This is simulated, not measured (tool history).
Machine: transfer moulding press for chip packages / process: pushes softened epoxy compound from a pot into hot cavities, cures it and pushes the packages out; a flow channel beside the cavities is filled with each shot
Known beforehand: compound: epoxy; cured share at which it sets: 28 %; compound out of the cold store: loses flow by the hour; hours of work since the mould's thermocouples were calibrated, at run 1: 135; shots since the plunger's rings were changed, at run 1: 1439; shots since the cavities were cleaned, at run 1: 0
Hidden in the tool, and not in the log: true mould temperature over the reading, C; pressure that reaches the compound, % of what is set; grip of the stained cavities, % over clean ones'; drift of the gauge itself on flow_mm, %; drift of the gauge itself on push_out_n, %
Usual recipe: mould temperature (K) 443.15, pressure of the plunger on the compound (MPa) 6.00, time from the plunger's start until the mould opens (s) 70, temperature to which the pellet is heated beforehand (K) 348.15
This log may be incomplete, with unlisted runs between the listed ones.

run,hour,mould temperature (K),pressure of the plunger on the compound (MPa),time from the plunger's start until the mould opens (s),temperature to which the pellet is heated beforehand (K),hours of work since the mould's thermocouples were calibrated,shots since the plunger's rings were changed,shots since the cavities were cleaned,incoming compound's hours out of the cold store,length that the compound runs in the flow channel (mm),greatest force on the pins that push the packages out (N)
1,0.0,443.15,6.00,70,348.15,135,1439,0,13.0,664,571
2,8.9,443.15,6.00,70,348.15,142,1594,155,24.4,614,537
3,27.2,443.15,6.00,70,348.15,156,1911,472,27.8,603,571
# hour 36.0: cavities cleaned with cleaning compound and waxed
4,45.0,443.15,4.78,70,348.15,168,2194,157,31.9,526,558
5,64.6,443.15,4.78,70,348.15,183,2533,496,18.1,573,582
# hour 71.6: cavities cleaned with cleaning compound and waxed
6,85.7,443.15,4.78,70,348.15,198,2874,246,41.2,493,536
7,103.8,443.15,4.78,70,348.15,211,3188,560,25.5,543,563
# hour 108.2: cavities cleaned with cleaning compound and waxed
8,120.0,443.15,4.78,70,348.15,223,3443,204,32.3,518,557
9,128.9,443.15,6.00,70,348.15,229,3597,358,36.5,570,547
10,139.5,443.15,6.00,70,348.15,237,3781,542,29.5,596,552
# hour 143.6: cavities cleaned with cleaning compound and waxed
11,149.5,443.15,6.00,70,348.15,244,3929,104,29.3,594,559
12,165.8,443.15,6.00,70,348.15,256,4211,386,16.4,647,568
13,175.6,443.15,6.00,70,355.15,264,4381,556,42.2,546,526
# hour 178.9: cavities cleaned with cleaning compound and waxed
14,186.9,436.15,6.00,70,348.15,271,4551,138,46.4,539,791
15,199.1,436.15,6.00,70,348.15,280,4763,350,33.0,586,845
# hour 214.6: cavities cleaned with cleaning compound and waxed
16,215.5,436.15,6.00,70,348.15,291,5021,15,18.0,654,923
17,225.3,451.15,6.78,96,347.15,299,5192,186,39.6,580,429
18,239.3,451.15,5.14,64,350.15,310,5435,429,21.9,567,477
# hour 250.5: cavities cleaned with cleaning compound and waxed
# hour 259.9: plunger's sealing rings changed
19,260.3,445.15,6.21,103,348.15,322,6,125,32.5,590,442
20,277.3,450.15,6.14,108,356.15,335,302,421,9.2,671,422
# hour 289.5: cavities cleaned with cleaning compound and waxed
21,291.2,450.15,6.14,108,356.15,345,516,29,31.6,582,416
22,309.2,436.15,4.66,70,348.15,358,830,343,45.3,479,842
# hour 325.4: cavities cleaned with cleaning compound and waxed
23,326.2,436.15,4.66,70,348.15,370,1097,13,19.7,572,887
24,342.0,436.15,4.66,79,348.15,382,1371,287,11.1,601,699
25,355.4,451.15,4.75,96,342.15,392,1606,522,40.0,486,427
# hour 361.7: cavities cleaned with cleaning compound and waxed
26,376.5,437.15,4.75,96,342.15,407,1945,256,39.0,508,462
27,391.6,446.15,7.32,63,350.15,418,2207,518,42.2,597,558
# hour 398.3: cavities cleaned with cleaning compound and waxed
# hour 404.7: mould's thermocouples calibrated
28,406.1,443.15,6.00,52,357.15,1,2398,101,33.9,577,1026
29,415.8,443.15,6.00,52,357.15,8,2566,269,34.8,573,1070

Alternative continuations, all from the tool just after run 29; predict every row:
A,430.4,443.15,6.71,57,357.15,19,2819,522,36.2,?,?
B,430.4,443.15,6.00,94,350.15,19,2819,522,36.1,?,?
C,430.4,438.15,6.00,91,348.15,19,2819,522,22.5,?,?

run,length that the compound runs in the flow channel (mm),greatest force on the pins that push the packages out (N)
A,601,830
B,567,437
C,629,477
Without the tool's hidden state the same runs would have given:
run,length that the compound runs in the flow channel (mm),greatest force on the pins that push the packages out (N)
A,601,822
B,567,433
C,629,472
